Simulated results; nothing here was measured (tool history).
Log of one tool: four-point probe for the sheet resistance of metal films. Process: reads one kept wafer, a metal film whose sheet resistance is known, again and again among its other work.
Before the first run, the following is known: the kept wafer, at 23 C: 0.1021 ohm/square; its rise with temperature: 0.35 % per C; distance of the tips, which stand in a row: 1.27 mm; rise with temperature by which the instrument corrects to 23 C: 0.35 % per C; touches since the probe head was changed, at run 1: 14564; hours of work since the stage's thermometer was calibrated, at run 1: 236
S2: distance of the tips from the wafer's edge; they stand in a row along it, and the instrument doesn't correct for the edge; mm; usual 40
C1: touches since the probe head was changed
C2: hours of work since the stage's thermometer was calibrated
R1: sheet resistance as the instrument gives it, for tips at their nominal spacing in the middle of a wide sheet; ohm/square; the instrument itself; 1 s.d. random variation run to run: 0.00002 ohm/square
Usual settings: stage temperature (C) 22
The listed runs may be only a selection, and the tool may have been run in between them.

{"run": 1, "hour": 0.0, "stage temperature (C)": 22, "S2": 40, "C1": 14564, "C2": 236, "R1": 0.101678}
{"run": 2, "hour": 53.6, "stage temperature (C)": 22, "S2": 40, "C1": 16521, "C2": 263, "R1": 0.10174}
{"run": 3, "hour": 110.3, "stage temperature (C)": 22, "S2": 40, "C1": 18588, "C2": 291, "R1": 0.10177}
{"run": 4, "hour": 147.3, "stage temperature (C)": 22, "S2": 40, "C1": 19939, "C2": 310, "R1": 0.101765}
{"run": 5, "hour": 180.5, "stage temperature (C)": 21, "S2": 40, "C1": 21149, "C2": 327, "R1": 0.101748}
{"run": 6, "hour": 210.0, "stage temperature (C)": 22, "S2": 40, "C1": 22227, "C2": 341, "R1": 0.10178}
{"run": 7, "hour": 250.5, "stage temperature (C)": 22, "S2": 40, "C1": 23705, "C2": 362, "R1": 0.10185}
{"run": 8, "hour": 303.5, "stage temperature (C)": 22, "S2": 40, "C1": 25640, "C2": 388, "R1": 0.101813}
{"run": 9, "hour": 355.8, "stage temperature (C)": 22, "S2": 40, "C1": 27549, "C2": 415, "R1": 0.101823}
{"run": 10, "hour": 416.1, "stage temperature (C)": 22, "S2": 41, "C1": 29748, "C2": 445, "R1": 0.101876}
{"run": 11, "hour": 443.5, "stage temperature (C)": 22, "S2": 41, "C1": 30746, "C2": 459, "R1": 0.101865}
{"run": 12, "hour": 485.4, "stage temperature (C)": 21, "S2": 40, "C1": 32278, "C2": 480, "R1": 0.101883}
{"run": 13, "hour": 514.7, "stage temperature (C)": 22, "S2": 40, "C1": 33346, "C2": 495, "R1": 0.101908}
{"run": 14, "hour": 568.3, "stage temperature (C)": 22, "S2": 10, "C1": 35303, "C2": 521, "R1": 0.102747}
{"run": 15, "hour": 604.5, "stage temperature (C)": 22, "S2": 10, "C1": 36622, "C2": 540, "R1": 0.102746}
{"run": 16, "hour": 648.5, "stage temperature (C)": 22, "S2": 10, "C1": 38230, "C2": 562, "R1": 0.102803}
{"run": 17, "hour": 685.9, "stage temperature (C)": 22, "S2": 10, "C1": 39595, "C2": 581, "R1": 0.102861}
{"run": 18, "hour": 721.8, "stage temperature (C)": 22, "S2": 10, "C1": 40905, "C2": 599, "R1": 0.102812}
{"run": 19, "hour": 759.3, "stage temperature (C)": 25, "S2": 40, "C1": 42274, "C2": 617, "R1": 0.102022}
{"run": 20, "hour": 795.3, "stage temperature (C)": 25, "S2": 40, "C1": 43586, "C2": 636, "R1": 0.101984}
{"run": 21, "hour": 846.6, "stage temperature (C)": 18, "S2": 34, "C1": 45458, "C2": 661, "R1": 0.102036}
{"run": 22, "hour": 874.3, "stage temperature (C)": 20, "S2": 30, "C1": 46470, "C2": 675, "R1": 0.10209}
{"run": 23, "hour": 913.8, "stage temperature (C)": 28, "S2": 25, "C1": 47911, "C2": 695, "R1": 0.102165}
{"run": 24, "hour": 970.3, "stage temperature (C)": 28, "S2": 57, "C1": 49972, "C2": 723, "R1": 0.102059}
{"run": 25, "hour": 1009.4, "stage temperature (C)": 24, "S2": 46, "C1": 51399, "C2": 743, "R1": 0.102108}
{"run": 26, "hour": 1058.0, "stage temperature (C)": 23, "S2": 19, "C1": 53174, "C2": 767, "R1": 0.102318}
{"run": 27, "hour": 1090.3, "stage temperature (C)": 25, "S2": 19, "C1": 54351, "C2": 784, "R1": 0.102329}
{"run": 28, "hour": 1119.0, "stage temperature (C)": 25, "S2": 19, "C1": 55400, "C2": 798, "R1": 0.10235}
{"run": 29, "hour": 1174.7, "stage temperature (C)": 25, "S2": 19, "C1": 57433, "C2": 826, "R1": 0.102339}
{"run": 30, "hour": 1215.0, "stage temperature (C)": 20, "S2": 68, "C1": 58903, "C2": 846, "R1": 0.102075}
{"run": 31, "hour": 1272.0, "stage temperature (C)": 24, "S2": 61, "C1": 60984, "C2": 875, "R1": 0.102195}
{"run": 32, "hour": 1303.5, "stage temperature (C)": 27, "S2": 5, "C1": 62132, "C2": 891, "R1": 0.10559}
{"run": 33, "hour": 1345.0, "stage temperature (C)": 23, "S2": 35, "C1": 63645, "C2": 912, "R1": 0.10226}
{"run": 34, "hour": 1404.6, "stage temperature (C)": 27, "S2": 42, "C1": 65820, "C2": 942, "R1": 0.102213}
{"run": 35, "hour": 1465.2, "stage temperature (C)": 33, "S2": 9, "C1": 68034, "C2": 972, "R1": 0.103316}
{"run": 36, "hour": 1514.2, "stage temperature (C)": 27, "S2": 40, "C1": 69821, "C2": 997, "R1": 0.102312}
{"run": 37, "hour": 1561.3, "stage temperature (C)": 18, "S2": 3, "C1": 71541, "C2": 1020, "R1": 0.111165}
{"run": 38, "hour": 1595.1, "stage temperature (C)": 20, "S2": 3, "C1": 72773, "C2": 1037, "R1": 0.111177}
{"run": 39, "hour": 1628.2, "stage temperature (C)": 20, "S2": 3, "C1": 73981, "C2": 1054, "R1": 0.111196}
{"run": 40, "hour": 1670.3, "stage temperature (C)": 20, "S2": 3, "C1": 75519, "C2": 1075, "R1": 0.111226}

How would selected steps in R1 from run to run divide? Give the signed amount a tool lacking its hidden state would still show from settings, what came in and random variation, and the signed amount left for the hidden state, including any gauge scatter that is not in both of the compared results.
Hidden state at play: inner tips' distance over the nominal, %; tips' flats over new ones', %; wafer's true temperature over the reading, C; drift of the gauge itself on sheet_ohm, %.
Run 2 -> 3: no setting touched and nothing written in the log between the runs. R1 +0.00003 ohm/square: hidden state +0.000022, all else +0.000008.
Run 9 -> 10: S2 40 -> 41. R1 +0.000053 ohm/square: hidden state +0.000025, all else +0.000028.
Run 31 -> 32: stage temperature (C) 24 -> 27, S2 61 -> 5. R1 +0.003395 ohm/square: hidden state +0.000014, all else +0.003381.
Run 32 -> 33: stage temperature (C) 27 -> 23, S2 5 -> 35. R1 -0.00333 ohm/square: hidden state +0.000016, all else -0.003346.
Run 36 -> 37: stage temperature (C) 27 -> 18, S2 40 -> 3. R1 +0.008853 ohm/square: hidden state +0.000034, all else +0.008819.
